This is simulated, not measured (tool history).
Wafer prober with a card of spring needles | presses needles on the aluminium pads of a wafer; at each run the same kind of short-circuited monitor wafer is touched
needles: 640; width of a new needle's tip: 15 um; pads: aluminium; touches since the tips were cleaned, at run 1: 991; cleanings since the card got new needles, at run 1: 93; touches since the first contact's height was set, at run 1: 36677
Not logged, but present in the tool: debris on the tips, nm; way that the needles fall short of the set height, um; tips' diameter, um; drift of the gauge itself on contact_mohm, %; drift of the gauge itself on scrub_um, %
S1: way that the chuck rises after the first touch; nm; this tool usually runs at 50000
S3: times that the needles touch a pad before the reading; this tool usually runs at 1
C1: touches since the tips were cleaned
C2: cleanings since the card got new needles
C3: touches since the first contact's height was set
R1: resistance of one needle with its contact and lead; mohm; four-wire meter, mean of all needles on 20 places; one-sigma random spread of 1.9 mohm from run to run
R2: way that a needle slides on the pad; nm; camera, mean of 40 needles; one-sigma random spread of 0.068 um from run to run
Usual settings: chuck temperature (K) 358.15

Run 1, day 0.000: usual settings; C1 991; C2 93; C3 36677. Result: R1 209 mohm, R2 6110 nm.
At day 0.071: tips cleaned on abrasive film.
At day 0.204: tips cleaned on abrasive film.
At day 0.371: tips cleaned on abrasive film.
At day 0.504: tips cleaned on abrasive film.
At day 0.638: tips cleaned on abrasive film.
Run 2, day 0.667: usual settings; C1 336; C2 98; C3 44225. Result: R1 209 mohm, R2 6090 nm.
At day 0.804: tips cleaned on abrasive film.
At day 0.971: tips cleaned on abrasive film.
At day 1.138: tips cleaned on abrasive film.
At day 1.304: tips cleaned on abrasive film.
At day 1.471: tips cleaned on abrasive film.
At day 1.604: tips cleaned on abrasive film.
At day 1.758: tips cleaned on abrasive film.
Run 3, day 1.758: usual settings; C1 0; C2 105; C3 56585. Result: R1 206 mohm, R2 5950 nm.
At day 1.892: tips cleaned on abrasive film.
At day 2.058: tips cleaned on abrasive film.
At day 2.225: tips cleaned on abrasive film.
At day 2.358: tips cleaned on abrasive film.
At day 2.492: tips cleaned on abrasive film.
At day 2.658: tips cleaned on abrasive film.
At day 2.825: tips cleaned on abrasive film.
At day 2.962: tips cleaned on abrasive film.
Run 4, day 3.033: usual settings; C1 825; C2 113; C3 71078. Result: R1 205 mohm, R2 6130 nm.
At day 3.100: tips cleaned on abrasive film.
At day 3.238: tips cleaned on abrasive film.
At day 3.404: tips cleaned on abrasive film.
At day 3.571: tips cleaned on abrasive film.
At day 3.704: tips cleaned on abrasive film.
At day 3.871: tips cleaned on abrasive film.
At day 4.038: tips cleaned on abrasive film.
At day 4.171: tips cleaned on abrasive film.
At day 4.321: tips cleaned on abrasive film.
Run 5, day 4.321: usual settings; C1 0; C2 122; C3 85663. Result: R1 209 mohm, R2 6090 nm.
At day 4.454: tips cleaned on abrasive film.
At day 4.621: tips cleaned on abrasive film.
At day 4.788: tips cleaned on abrasive film.
At day 4.921: tips cleaned on abrasive film.
At day 5.088: tips cleaned on abrasive film.
At day 5.254: tips cleaned on abrasive film.
At day 5.421: tips cleaned on abrasive film.
At day 5.575: tips cleaned on abrasive film.
Run 6, day 5.575: usual settings; C1 0; C2 130; C3 99913. Result: R1 206 mohm, R2 6070 nm.
At day 5.708: tips cleaned on abrasive film.
At day 5.875: tips cleaned on abrasive film.
At day 6.042: tips cleaned on abrasive film.
At day 6.208: tips cleaned on abrasive film.
At day 6.342: tips cleaned on abrasive film.
At day 6.512: tips cleaned on abrasive film.
At day 6.646: tips cleaned on abrasive film.
Run 7, day 6.667: usual settings; C1 238; C2 137; C3 112300. Result: R1 208 mohm, R2 5940 nm.
At day 6.800: tips cleaned on abrasive film.
At day 6.967: tips cleaned on abrasive film.
At day 7.133: tips cleaned on abrasive film.
At day 7.300: tips cleaned on abrasive film.
At day 7.467: tips cleaned on abrasive film.
At day 7.633: tips cleaned on abrasive film.
At day 7.800: tips cleaned on abrasive film.
At day 7.812: height of the first contact set anew.
Run 8, day 7.867: usual settings but S3 2; C1 639; C2 144; C3 639. Result: R1 208 mohm, R2 6080 nm.
At day 7.971: tips cleaned on abrasive film.
At day 8.104: tips cleaned on abrasive film.
At day 8.271: tips cleaned on abrasive film.
At day 8.438: tips cleaned on abrasive film.
At day 8.604: tips cleaned on abrasive film.
At day 8.738: tips cleaned on abrasive film.
At day 8.904: tips cleaned on abrasive film.
At day 9.075: tips cleaned on abrasive film.
At day 9.229: tips cleaned on abrasive film.
Run 9, day 9.229: usual settings but S3 2; C1 0; C2 153; C3 16061. Result: R1 208 mohm, R2 6090 nm.
At day 9.396: tips cleaned on abrasive film.
At day 9.529: tips cleaned on abrasive film.
At day 9.662: tips cleaned on abrasive film.
At day 9.829: tips cleaned on abrasive film.
At day 9.983: tips cleaned on abrasive film.
Run 10, day 9.983: usual settings but chuck temperature (K) 299.15; C1 0; C2 158; C3 24644. Result: R1 195 mohm, R2 5970 nm.
At day 10.150: tips cleaned on abrasive film.
At day 10.317: tips cleaned on abrasive film.
At day 10.483: tips cleaned on abrasive film.
At day 10.650: tips cleaned on abrasive film.
At day 10.817: tips cleaned on abrasive film.
At day 10.962: tips cleaned on abrasive film.
Run 11, day 10.962: usual settings but chuck temperature (K) 299.15; C1 0; C2 164; C3 35751. Result: R1 194 mohm, R2 6100 nm.
At day 11.129: tips cleaned on abrasive film.
At day 11.296: tips cleaned on abrasive film.
At day 11.429: tips cleaned on abrasive film.
At day 11.596: tips cleaned on abrasive film.
At day 11.762: tips cleaned on abrasive film.
At day 11.929: tips cleaned on abrasive film.
At day 12.062: tips cleaned on abrasive film.
Run 12, day 12.125: usual settings but chuck temperature (K) 299.15; C1 734; C2 171; C3 49012. Result: R1 194 mohm, R2 5930 nm.
At day 12.229: tips cleaned on abrasive film.
At day 12.729: card fitted with new needles.
At day 12.896: tips cleaned on abrasive film.
At day 13.029: tips cleaned on abrasive film.
At day 13.162: tips cleaned on abrasive film.
At day 13.329: tips cleaned on abrasive film.
At day 13.500: tips cleaned on abrasive film.
At day 13.667: tips cleaned on abrasive film.
At day 13.804: tips cleaned on abrasive film.
Run 13, day 13.804: usual settings but chuck temperature (K) 299.15; C1 0; C2 7; C3 12183. Result: R1 194 mohm, R2 6070 nm.
At day 13.938: tips cleaned on abrasive film.
At day 14.071: tips cleaned on abrasive film.
At day 14.204: tips cleaned on abrasive film.
At day 14.371: tips cleaned on abrasive film.
Run 14, day 14.383: usual settings but chuck temperature (K) 299.15; C1 131; C2 11; C3 18769. Result: R1 192 mohm, R2 5990 nm.
At day 14.517: tips cleaned on abrasive film.
At day 14.683: tips cleaned on abrasive film.
At day 14.850: tips cleaned on abrasive film.
At day 15.017: tips cleaned on abrasive film.
At day 15.154: tips cleaned on abrasive film.
At day 15.292: tips cleaned on abrasive film.
Run 15, day 15.292: usual settings but S1 39000 nm; C1 0; C2 17; C3 29072. Result: R1 214 mohm, R2 4770 nm.
At day 15.425: tips cleaned on abrasive film.
At day 15.558: tips cleaned on abrasive film.
At day 15.696: tips cleaned on abrasive film.
At day 15.829: tips cleaned on abrasive film.
Run 16, day 15.908: usual settings but S1 31000 nm, chuck temperature (K) 299.15; C1 932; C2 21; C3 36080. Result: R1 207 mohm, R2 3810 nm.
At day 15.979: tips cleaned on abrasive film.
At day 16.112: tips cleaned on abrasive film.
At day 16.279: tips cleaned on abrasive film.
At day 16.446: tips cleaned on abrasive film.
At day 16.579: tips cleaned on abrasive film.
At day 16.746: tips cleaned on abrasive film.
At day 16.912: tips cleaned on abrasive film.
At day 17.079: tips cleaned on abrasive film.
At day 17.217: tips cleaned on abrasive film.
Run 17, day 17.333: usual settings but S1 31000 nm, chuck temperature (K) 299.15; C1 1373; C2 30; C3 52260. Result: R1 201 mohm, R2 3820 nm.
At day 17.371: tips cleaned on abrasive film.
At day 17.504: tips cleaned on abrasive film.
At day 17.671: tips cleaned on abrasive film.
At day 17.804: tips cleaned on abrasive film.
At day 17.971: tips cleaned on abrasive film.
At day 18.138: tips cleaned on abrasive film.
At day 18.275: tips cleaned on abrasive film.
At day 18.442: tips cleaned on abrasive film.
Run 18, day 18.454: usual settings but S1 31000 nm, chuck temperature (K) 299.15; C1 170; C2 38; C3 64958. Result: R1 205 mohm, R2 3780 nm.
At day 18.588: tips cleaned on abrasive film.
At day 18.754: tips cleaned on abrasive film.
At day 18.892: tips cleaned on abrasive film.
At day 19.058: tips cleaned on abrasive film.
At day 19.192: tips cleaned on abrasive film.
Run 19, day 19.192: usual settings but S1 31000 nm, chuck temperature (K) 299.15; C1 0; C2 43; C3 73315. Result: R1 205 mohm, R2 3760 nm.
At day 19.358: tips cleaned on abrasive film.
At day 19.492: tips cleaned on abrasive film.
At day 19.658: tips cleaned on abrasive film.
At day 19.796: tips cleaned on abrasive film.
At day 19.962: tips cleaned on abrasive film.
At day 20.129: tips cleaned on abrasive film.
At day 20.296: tips cleaned on abrasive film.
Run 20, day 20.388: usual settings but S1 42000 nm, chuck temperature (K) 317.15, S3 2; C1 1091; C2 50; C3 86926. Result: R1 203 mohm, R2 5030 nm.
At day 20.458: tips cleaned on abrasive film.
At day 20.592: tips cleaned on abrasive film.
At day 20.758: tips cleaned on abrasive film.
At day 20.892: tips cleaned on abrasive film.
At day 21.058: tips cleaned on abrasive film.
At day 21.196: tips cleaned on abrasive film.
At day 21.362: tips cleaned on abrasive film.
Run 21, day 21.388: usual settings but S1 57000 nm, chuck temperature (K) 336.15; C1 313; C2 57; C3 98249. Result: R1 200 mohm, R2 7010 nm.
At day 21.521: tips cleaned on abrasive film.
At day 21.688: tips cleaned on abrasive film.
At day 21.825: tips cleaned on abrasive film.
At day 21.992: tips cleaned on abrasive film.
At day 22.125: tips cleaned on abrasive film.
At day 22.292: tips cleaned on abrasive film.
Run 22, day 22.342: usual settings but chuck temperature (K) 319.15; C1 591; C2 63; C3 109090. Result: R1 198 mohm, R2 5870 nm.

Below are 3 alternative next runs, each starting from the tool's condition after run 22. Predict each:
At day 22.442: tips cleaned on abrasive film.
At day 22.579: tips cleaned on abrasive film.
At day 22.746: tips cleaned on abrasive film.
At day 22.912: tips cleaned on abrasive film.
At day 23.079: tips cleaned on abrasive film.
At day 23.212: tips cleaned on abrasive film.
At day 23.379: tips cleaned on abrasive film.
At day 23.512: tips cleaned on abrasive film.
Run A, day 23.533: usual settings but chuck temperature (K) 319.15, S3 2; C1 208; C2 71; C3 122585. Result: R1 ?, R2 ?.
At day 22.442: tips cleaned on abrasive film.
At day 22.579: tips cleaned on abrasive film.
At day 22.746: tips cleaned on abrasive film.
At day 22.912: tips cleaned on abrasive film.
At day 23.079: tips cleaned on abrasive film.
At day 23.212: tips cleaned on abrasive film.
At day 23.379: tips cleaned on abrasive film.
At day 23.512: tips cleaned on abrasive film.
Run B, day 23.533: usual settings but S1 38000 nm, chuck temperature (K) 362.15; C1 208; C2 71; C3 122585. Result: R1 ?, R2 ?.
At day 22.442: tips cleaned on abrasive film.
At day 22.579: tips cleaned on abrasive film.
At day 22.746: tips cleaned on abrasive film.
At day 22.912: tips cleaned on abrasive film.
At day 23.079: tips cleaned on abrasive film.
At day 23.212: tips cleaned on abrasive film.
At day 23.379: tips cleaned on abrasive film.
At day 23.512: tips cleaned on abrasive film.
Run C, day 23.533: usual settings but S1 67000 nm, chuck temperature (K) 304.15; C1 208; C2 71; C3 122585. Result: R1 ?, R2 ?.

run   R1    R2
  A  199  6110
  B  217  4690
  C  192  8040
Stripped of hidden state, with their random variation kept, the same runs would have yielded:
run   R1    R2
  A  199  6120
  B  217  4700
  C  192  8050
